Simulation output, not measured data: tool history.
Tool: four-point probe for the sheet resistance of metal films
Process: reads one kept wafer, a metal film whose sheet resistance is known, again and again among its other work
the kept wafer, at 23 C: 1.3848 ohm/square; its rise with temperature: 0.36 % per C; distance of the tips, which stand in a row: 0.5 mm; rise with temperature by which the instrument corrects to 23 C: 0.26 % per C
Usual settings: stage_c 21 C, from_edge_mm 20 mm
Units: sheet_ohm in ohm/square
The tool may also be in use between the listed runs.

{"run": 1, "hour": 0.0, "stage_c": 21, "from_edge_mm": 20, "sheet_ohm": 1.384639}
{"run": 2, "hour": 8.2, "stage_c": 21, "from_edge_mm": 20, "sheet_ohm": 1.384032}
{"run": 3, "hour": 15.9, "stage_c": 21, "from_edge_mm": 20, "sheet_ohm": 1.383386}
{"run": 4, "hour": 25.0, "stage_c": 21, "from_edge_mm": 20, "sheet_ohm": 1.3842}
{"run": 5, "hour": 34.6, "stage_c": 21, "from_edge_mm": 20, "sheet_ohm": 1.384213}
{"run": 6, "hour": 47.8, "stage_c": 21, "from_edge_mm": 63, "sheet_ohm": 1.383773}
{"run": 7, "hour": 57.1, "stage_c": 33, "from_edge_mm": 63, "sheet_ohm": 1.40112}
{"run": 8, "hour": 68.6, "stage_c": 21, "from_edge_mm": 14, "sheet_ohm": 1.384662}
{"run": 9, "hour": 85.5, "stage_c": 21, "from_edge_mm": 4, "sheet_ohm": 1.395672}
{"run": 10, "hour": 92.5, "stage_c": 21, "from_edge_mm": 4, "sheet_ohm": 1.395225}
{"run": 11, "hour": 105.0, "stage_c": 21, "from_edge_mm": 4, "sheet_ohm": 1.395416}
{"run": 12, "hour": 112.8, "stage_c": 21, "from_edge_mm": 4, "sheet_ohm": 1.394762}
{"run": 13, "hour": 128.3, "stage_c": 21, "from_edge_mm": 4, "sheet_ohm": 1.395209}
{"run": 14, "hour": 140.9, "stage_c": 21, "from_edge_mm": 4, "sheet_ohm": 1.395347}
{"run": 15, "hour": 151.7, "stage_c": 21, "from_edge_mm": 4, "sheet_ohm": 1.395498}
{"run": 16, "hour": 167.6, "stage_c": 31, "from_edge_mm": 20, "sheet_ohm": 1.398707}
{"run": 17, "hour": 175.9, "stage_c": 21, "from_edge_mm": 20, "sheet_ohm": 1.384394}
{"run": 18, "hour": 186.7, "stage_c": 21, "from_edge_mm": 20, "sheet_ohm": 1.384738}
{"run": 19, "hour": 203.2, "stage_c": 21, "from_edge_mm": 20, "sheet_ohm": 1.384234}
{"run": 20, "hour": 211.2, "stage_c": 21, "from_edge_mm": 20, "sheet_ohm": 1.383924}
{"run": 21, "hour": 223.7, "stage_c": 21, "from_edge_mm": 20, "sheet_ohm": 1.384373}
{"run": 22, "hour": 232.2, "stage_c": 21, "from_edge_mm": 8, "sheet_ohm": 1.3865}
{"run": 23, "hour": 248.2, "stage_c": 21, "from_edge_mm": 23, "sheet_ohm": 1.384509}
{"run": 24, "hour": 259.8, "stage_c": 22, "from_edge_mm": 31, "sheet_ohm": 1.385596}
{"hour": 261.8, "done": "stage's thermometer calibrated"}
{"run": 25, "hour": 269.5, "stage_c": 32, "from_edge_mm": 4, "sheet_ohm": 1.412081}
{"run": 26, "hour": 280.9, "stage_c": 33, "from_edge_mm": 61, "sheet_ohm": 1.401631}
{"run": 27, "hour": 295.3, "stage_c": 30, "from_edge_mm": 22, "sheet_ohm": 1.397549}
{"hour": 306.2, "done": "stage's thermometer calibrated, once more"}
{"run": 28, "hour": 310.6, "stage_c": 30, "from_edge_mm": 22, "sheet_ohm": 1.396147}
{"run": 29, "hour": 326.1, "stage_c": 19, "from_edge_mm": 3, "sheet_ohm": 1.400685}
{"run": 30, "hour": 334.9, "stage_c": 19, "from_edge_mm": 3, "sheet_ohm": 1.400677}
{"run": 31, "hour": 345.3, "stage_c": 21, "from_edge_mm": 27, "sheet_ohm": 1.383782}
{"run": 32, "hour": 361.3, "stage_c": 20, "from_edge_mm": 18, "sheet_ohm": 1.382288}
{"run": 33, "hour": 373.2, "stage_c": 19, "from_edge_mm": 20, "sheet_ohm": 1.380123}
{"run": 34, "hour": 388.3, "stage_c": 27, "from_edge_mm": 10, "sheet_ohm": 1.394076}
{"run": 35, "hour": 396.3, "stage_c": 30, "from_edge_mm": 31, "sheet_ohm": 1.396176}
{"run": 36, "hour": 411.3, "stage_c": 30, "from_edge_mm": 31, "sheet_ohm": 1.396087}
{"run": 37, "hour": 419.3, "stage_c": 30, "from_edge_mm": 31, "sheet_ohm": 1.396181}
{"run": 38, "hour": 433.4, "stage_c": 22, "from_edge_mm": 16, "sheet_ohm": 1.385425}
{"run": 39, "hour": 447.8, "stage_c": 22, "from_edge_mm": 16, "sheet_ohm": 1.385608}
{"run": 40, "hour": 458.4, "stage_c": 33, "from_edge_mm": 44, "sheet_ohm": 1.400636}
{"run": 41, "hour": 474.5, "stage_c": 34, "from_edge_mm": 31, "sheet_ohm": 1.401481}
{"run": 42, "hour": 491.1, "stage_c": 28, "from_edge_mm": 31, "sheet_ohm": 1.393436}
{"run": 43, "hour": 506.4, "stage_c": 24, "from_edge_mm": 30, "sheet_ohm": 1.388661}
{"run": 44, "hour": 523.2, "stage_c": 26, "from_edge_mm": 35, "sheet_ohm": 1.390959}

Some steps in sheet_ohm between neighbouring runs. How much of each would the tool show without its hidden state too (settings, what came in, random variation), and how much is left for the hidden state, with any gauge scatter that isn't in both results?
The hidden state here: inner tips' distance over the nominal, %; tips' flats over new ones', %; wafer's true temperature over the reading, C; drift of the gauge itself on sheet_ohm, %.
Run 6 -> 7: stage_c 21 -> 33. sheet_ohm +0.017347 ohm/square: hidden state -0.000016, all else +0.017363.
Run 7 -> 8: stage_c 33 -> 21, from_edge_mm 63 -> 14. sheet_ohm -0.016458 ohm/square: hidden state +0.000049, all else -0.016507.
Run 24 -> 25: stage_c 22 -> 32, from_edge_mm 31 -> 4, stage's thermometer calibrated. sheet_ohm +0.026485 ohm/square: hidden state +0.000627, all else +0.025858.
Run 27 -> 28: stage's thermometer calibrated, once more. sheet_ohm -0.001402 ohm/square: hidden state -0.001564, all else +0.000162.
Run 30 -> 31: stage_c 19 -> 21, from_edge_mm 3 -> 27. sheet_ohm -0.016895 ohm/square: hidden state +0.000001, all else -0.016896.
